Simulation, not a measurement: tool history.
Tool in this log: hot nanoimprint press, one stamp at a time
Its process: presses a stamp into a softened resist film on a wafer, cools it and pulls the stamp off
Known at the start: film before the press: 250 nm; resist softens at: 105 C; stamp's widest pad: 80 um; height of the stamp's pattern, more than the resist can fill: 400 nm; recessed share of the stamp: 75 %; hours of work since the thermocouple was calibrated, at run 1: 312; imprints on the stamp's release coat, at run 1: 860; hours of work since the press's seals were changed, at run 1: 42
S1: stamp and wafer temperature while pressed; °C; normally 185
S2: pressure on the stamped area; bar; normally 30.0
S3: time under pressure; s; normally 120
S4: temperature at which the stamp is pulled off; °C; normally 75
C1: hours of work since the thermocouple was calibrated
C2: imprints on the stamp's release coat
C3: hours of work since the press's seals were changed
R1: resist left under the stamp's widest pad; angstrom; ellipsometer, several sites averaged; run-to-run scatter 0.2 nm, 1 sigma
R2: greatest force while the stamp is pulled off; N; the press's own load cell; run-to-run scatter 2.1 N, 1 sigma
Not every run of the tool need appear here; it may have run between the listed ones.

{"run": 1, "hour": 0.0, "S1": 185, "S2": 30.0, "S3": 120, "S4": 75, "C1": 312, "C2": 860, "C3": 42, "R1": 1167, "R2": 111}
{"run": 2, "hour": 13.9, "S1": 185, "S2": 30.0, "S3": 120, "S4": 75, "C1": 321, "C2": 909, "C3": 51, "R1": 1167, "R2": 110}
{"run": 3, "hour": 33.5, "S1": 185, "S2": 30.0, "S3": 91, "S4": 75, "C1": 334, "C2": 977, "C3": 64, "R1": 1282, "R2": 114}
{"run": 4, "hour": 52.0, "S1": 185, "S2": 30.0, "S3": 91, "S4": 75, "C1": 346, "C2": 1042, "C3": 76, "R1": 1280, "R2": 116}
{"hour": 58.6, "done": "plate thermocouple calibrated"}
{"run": 5, "hour": 79.4, "S1": 185, "S2": 30.0, "S3": 91, "S4": 75, "C1": 14, "C2": 1127, "C3": 92, "R1": 1256, "R2": 110}
{"run": 6, "hour": 101.1, "S1": 185, "S2": 30.0, "S3": 91, "S4": 66, "C1": 28, "C2": 1202, "C3": 106, "R1": 1254, "R2": 142}
{"run": 7, "hour": 126.2, "S1": 185, "S2": 30.0, "S3": 91, "S4": 68, "C1": 45, "C2": 1290, "C3": 123, "R1": 1253, "R2": 133}
{"run": 8, "hour": 137.6, "S1": 181, "S2": 25.1, "S3": 120, "S4": 75, "C1": 52, "C2": 1330, "C3": 130, "R1": 1371, "R2": 121}
{"run": 9, "hour": 160.5, "S1": 181, "S2": 26.7, "S3": 120, "S4": 75, "C1": 67, "C2": 1410, "C3": 146, "R1": 1334, "R2": 120}
{"run": 10, "hour": 181.5, "S1": 183, "S2": 26.7, "S3": 120, "S4": 75, "C1": 81, "C2": 1483, "C3": 159, "R1": 1266, "R2": 117}
{"hour": 188.1, "done": "plate thermocouple calibrated, once more"}
{"run": 11, "hour": 201.5, "S1": 183, "S2": 26.7, "S3": 120, "S4": 75, "C1": 9, "C2": 1542, "C3": 171, "R1": 1335, "R2": 133}
{"run": 12, "hour": 213.5, "S1": 183, "S2": 26.7, "S3": 120, "S4": 75, "C1": 17, "C2": 1584, "C3": 178, "R1": 1335, "R2": 130}
{"run": 13, "hour": 227.6, "S1": 183, "S2": 26.7, "S3": 120, "S4": 74, "C1": 26, "C2": 1633, "C3": 188, "R1": 1338, "R2": 129}

4 ways to go on from here, each from the tool as it stands after run 13. What would each give?
{"run": "A", "hour": 252.0, "S1": 177, "S2": 26.7, "S3": 225, "S4": 61, "C1": 42, "C2": 1718, "C3": 204, "R1": "?", "R2": "?"}
{"run": "B", "hour": 252.0, "S1": 194, "S2": 43.2, "S3": 120, "S4": 74, "C1": 42, "C2": 1718, "C3": 204, "R1": "?", "R2": "?"}
{"run": "C", "hour": 252.0, "S1": 185, "S2": 30.0, "S3": 88, "S4": 75, "C1": 42, "C2": 1718, "C3": 204, "R1": "?", "R2": "?"}
{"run": "D", "hour": 252.0, "S1": 185, "S2": 30.0, "S3": 104, "S4": 80, "C1": 42, "C2": 1718, "C3": 204, "R1": "?", "R2": "?"}

run=A R1=1275 R2=188
run=B R1=780 R2=134
run=C R1=1335 R2=136
run=D R1=1259 R2=119
Without the tool's hidden state the same runs would have given:
run=A R1=1271 R2=126
run=B R1=773 R2=89
run=C R1=1329 R2=92
run=D R1=1254 R2=80
